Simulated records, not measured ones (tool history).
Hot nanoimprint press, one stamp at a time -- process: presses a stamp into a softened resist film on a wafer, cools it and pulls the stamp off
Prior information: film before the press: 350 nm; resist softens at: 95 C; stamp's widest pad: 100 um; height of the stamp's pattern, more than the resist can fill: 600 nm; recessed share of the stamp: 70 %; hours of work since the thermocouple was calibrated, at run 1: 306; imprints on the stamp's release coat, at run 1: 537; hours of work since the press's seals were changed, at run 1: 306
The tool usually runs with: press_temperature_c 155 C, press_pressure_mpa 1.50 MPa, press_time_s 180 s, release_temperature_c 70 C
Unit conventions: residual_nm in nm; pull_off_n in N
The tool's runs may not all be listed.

| run | day | press_temperature_c | press_pressure_mpa | press_time_s | release_temperature_c | hours of work since the thermocouple was calibrated | imprints on the stamp's release coat | hours of work since the press's seals were changed | residual_nm | pull_off_n |
|---|---|---|---|---|---|---|---|---|---|---|
| 1 | 0.000 | 155 | 1.50 | 180 | 70 | 306 | 537 | 306 | 200.1 | 184 |
| 2 | 0.508 | 155 | 1.50 | 180 | 70 | 315 | 604 | 315 | 199.4 | 189 |
| 3 | 1.183 | 155 | 1.50 | 180 | 70 | 328 | 692 | 328 | 199.5 | 195 |
| 4 | 1.829 | 155 | 1.50 | 180 | 70 | 340 | 778 | 340 | 196.5 | 190 |
| 5 | 2.550 | 155 | 1.50 | 180 | 70 | 353 | 872 | 353 | 197.2 | 201 |
|  | 3.462 | stamp cleaned and given a new release coat |
| 6 | 3.942 | 155 | 1.50 | 180 | 70 | 374 | 63 | 374 | 197.9 | 172 |
| 7 | 4.462 | 155 | 1.50 | 180 | 70 | 384 | 132 | 384 | 197.7 | 166 |
| 8 | 5.396 | 155 | 1.50 | 252 | 70 | 401 | 254 | 401 | 177.9 | 172 |
| 9 | 6.304 | 155 | 1.50 | 252 | 70 | 418 | 374 | 418 | 178.0 | 176 |
| 10 | 7.050 | 155 | 1.50 | 252 | 70 | 431 | 472 | 431 | 176.4 | 191 |
| 11 | 7.658 | 155 | 1.55 | 180 | 70 | 443 | 552 | 443 | 191.6 | 184 |
| 12 | 8.558 | 155 | 1.50 | 98 | 70 | 459 | 670 | 459 | 229.7 | 194 |
| 13 | 9.562 | 155 | 2.10 | 221 | 65 | 478 | 803 | 478 | 154.5 | 220 |
| 14 | 10.546 | 155 | 2.10 | 221 | 65 | 496 | 932 | 496 | 153.0 | 228 |
|  | 11.062 | stamp cleaned and given a new release coat |
| 15 | 11.854 | 149 | 1.54 | 180 | 70 | 516 | 104 | 516 | 251.1 | 167 |
|  | 12.425 | plate thermocouple calibrated |
|  | 12.758 | press's hydraulic seals changed and the load cell set to zero |
| 16 | 13.154 | 151 | 2.12 | 219 | 67 | 7 | 215 | 7 | 194.4 | 192 |
| 17 | 13.788 | 155 | 0.99 | 173 | 70 | 19 | 298 | 19 | 242.4 | 185 |
| 18 | 14.917 | 164 | 0.99 | 183 | 70 | 40 | 446 | 40 | 163.5 | 187 |
| 19 | 15.675 | 155 | 1.63 | 242 | 71 | 54 | 546 | 54 | 177.3 | 185 |

Consider 4 possible next runs. They are alternatives, not a sequence: every one starts from the tool as it was left by run 19. What does each give?
| A | 16.183 | 155 | 1.50 | 180 | 71 | 63 | 613 | 63 | ? | ? |
| B | 16.183 | 158 | 1.36 | 96 | 70 | 63 | 613 | 63 | ? | ? |
| C | 16.183 | 155 | 1.63 | 180 | 70 | 63 | 613 | 63 | ? | ? |
| D | 16.183 | 159 | 1.13 | 242 | 75 | 63 | 613 | 63 | ? | ? |

| run | residual_nm | pull_off_n |
|---|---|---|
| A | 200.8 | 190 |
| B | 217.6 | 194 |
| C | 192.8 | 199 |
| D | 173.5 | 170 |
Take away the tool's hidden state, keep each run's random variation, and the runs would have read:
| run | residual_nm | pull_off_n |
|---|---|---|
| A | 202.9 | 165 |
| B | 219.6 | 168 |
| C | 194.8 | 172 |
| D | 175.5 | 147 |
